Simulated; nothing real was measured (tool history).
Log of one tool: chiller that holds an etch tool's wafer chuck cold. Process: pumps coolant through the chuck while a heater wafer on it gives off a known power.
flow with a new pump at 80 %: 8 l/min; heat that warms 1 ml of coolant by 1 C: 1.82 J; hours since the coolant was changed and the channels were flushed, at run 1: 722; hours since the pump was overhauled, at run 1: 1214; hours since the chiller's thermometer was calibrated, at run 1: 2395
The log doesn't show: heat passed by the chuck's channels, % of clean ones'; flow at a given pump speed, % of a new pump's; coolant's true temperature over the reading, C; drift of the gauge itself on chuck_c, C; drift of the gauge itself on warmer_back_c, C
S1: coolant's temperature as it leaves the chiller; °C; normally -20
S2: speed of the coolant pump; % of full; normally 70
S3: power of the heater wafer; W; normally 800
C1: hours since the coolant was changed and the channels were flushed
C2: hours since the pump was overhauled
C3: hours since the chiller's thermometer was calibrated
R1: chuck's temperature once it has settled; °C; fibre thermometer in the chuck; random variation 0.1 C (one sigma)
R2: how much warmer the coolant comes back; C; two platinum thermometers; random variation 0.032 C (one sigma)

{"run": 1, "day": 0.0, "S1": -20, "S2": 70, "S3": 800, "C1": 722, "C2": 1214, "C3": 2395, "R1": -11.3, "R2": 3.92}
{"run": 2, "day": 1.112, "S1": -20, "S2": 70, "S3": 800, "C1": 748, "C2": 1241, "C3": 2421, "R1": -11.3, "R2": 3.98}
{"run": 3, "day": 1.775, "S1": -20, "S2": 70, "S3": 800, "C1": 764, "C2": 1257, "C3": 2437, "R1": -11.3, "R2": 3.93}
{"run": 4, "day": 2.642, "S1": -20, "S2": 70, "S3": 414, "C1": 785, "C2": 1278, "C3": 2458, "R1": -15.6, "R2": 2.03}
{"run": 5, "day": 3.579, "S1": -20, "S2": 70, "S3": 414, "C1": 807, "C2": 1300, "C3": 2480, "R1": -15.9, "R2": 2.11}
{"run": 6, "day": 4.642, "S1": -20, "S2": 70, "S3": 414, "C1": 833, "C2": 1326, "C3": 2506, "R1": -15.7, "R2": 1.99}
{"run": 7, "day": 5.604, "S1": -20, "S2": 70, "S3": 800, "C1": 856, "C2": 1349, "C3": 2529, "R1": -11.4, "R2": 3.94}
{"run": 8, "day": 6.625, "S1": -20, "S2": 70, "S3": 800, "C1": 881, "C2": 1373, "C3": 2554, "R1": -11.2, "R2": 3.93}
{"run": 9, "day": 7.488, "S1": -20, "S2": 70, "S3": 800, "C1": 901, "C2": 1394, "C3": 2574, "R1": -11.3, "R2": 3.96}
{"run": 10, "day": 8.338, "S1": -20, "S2": 70, "S3": 800, "C1": 922, "C2": 1415, "C3": 2595, "R1": -11.3, "R2": 4}
{"run": 11, "day": 8.979, "S1": -20, "S2": 70, "S3": 800, "C1": 937, "C2": 1430, "C3": 2610, "R1": -11.4, "R2": 3.97}
{"run": 12, "day": 10.121, "S1": -20, "S2": 70, "S3": 800, "C1": 964, "C2": 1457, "C3": 2637, "R1": -11.3, "R2": 4}
{"run": 13, "day": 11.367, "S1": -11, "S2": 70, "S3": 800, "C1": 994, "C2": 1487, "C3": 2667, "R1": -2.4, "R2": 3.95}
{"run": 14, "day": 12.392, "S1": -20, "S2": 70, "S3": 800, "C1": 1019, "C2": 1512, "C3": 2692, "R1": -11.5, "R2": 3.96}
{"run": 15, "day": 13.012, "S1": -20, "S2": 66, "S3": 475, "C1": 1034, "C2": 1527, "C3": 2707, "R1": -14.9, "R2": 2.53}
{"run": 16, "day": 14.338, "S1": -19, "S2": 75, "S3": 495, "C1": 1066, "C2": 1559, "C3": 2739, "R1": -14.3, "R2": 2.3}
{"run": 17, "day": 14.904, "S1": -21, "S2": 87, "S3": 737, "C1": 1079, "C2": 1572, "C3": 2752, "R1": -14.4, "R2": 2.88}
{"run": 18, "day": 16.054, "S1": -29, "S2": 96, "S3": 513, "C1": 1107, "C2": 1600, "C3": 2780, "R1": -25.2, "R2": 1.82}
{"run": 19, "day": 17.229, "S1": -21, "S2": 83, "S3": 848, "C1": 1135, "C2": 1628, "C3": 2808, "R1": -13.2, "R2": 3.49}
{"run": 20, "day": 18.121, "S1": -21, "S2": 70, "S3": 523, "C1": 1156, "C2": 1649, "C3": 2829, "R1": -15.6, "R2": 2.62}
{"run": 21, "day": 19.375, "S1": -16, "S2": 70, "S3": 800, "C1": 1187, "C2": 1679, "C3": 2860, "R1": -7.3, "R2": 4.01}
{"run": 22, "day": 20.088, "S1": -16, "S2": 70, "S3": 800, "C1": 1204, "C2": 1697, "C3": 2877, "R1": -7.3, "R2": 3.93}
{"run": 23, "day": 20.9, "S1": -20, "S2": 64, "S3": 1194, "C1": 1223, "C2": 1716, "C3": 2896, "R1": -5.4, "R2": 6.57}
{"run": 24, "day": 22.129, "S1": -20, "S2": 64, "S3": 1194, "C1": 1253, "C2": 1746, "C3": 2926, "R1": -5.4, "R2": 6.53}
{"run": 25, "day": 22.829, "S1": -13, "S2": 64, "S3": 800, "C1": 1269, "C2": 1762, "C3": 2942, "R1": -3.4, "R2": 4.38}
{"run": 26, "day": 23.867, "S1": -13, "S2": 64, "S3": 800, "C1": 1294, "C2": 1787, "C3": 2967, "R1": -3.4, "R2": 4.37}
{"run": 27, "day": 25.029, "S1": -12, "S2": 77, "S3": 1119, "C1": 1322, "C2": 1815, "C3": 2995, "R1": -0.6, "R2": 5.06}

Hidden state or all else? Some run-to-run changes of R1, split into what the settings, what came in and random variation would give without the hidden state, and what is left for the hidden state (with any gauge scatter that isn't in both results):
Run 17 -> 18: S1 -21 -> -29, S2 87 -> 96, S3 737 -> 513. R1 -10.8 °C: hidden state -0.2, all else -10.6.
Run 18 -> 19: S1 -29 -> -21, S2 96 -> 83, S3 513 -> 848. R1 +12 °C: hidden state +0.3, all else +11.7.
Run 22 -> 23: S1 -16 -> -20, S2 70 -> 64, S3 800 -> 1194. R1 +1.9 °C: hidden state +0.4, all else +1.5.
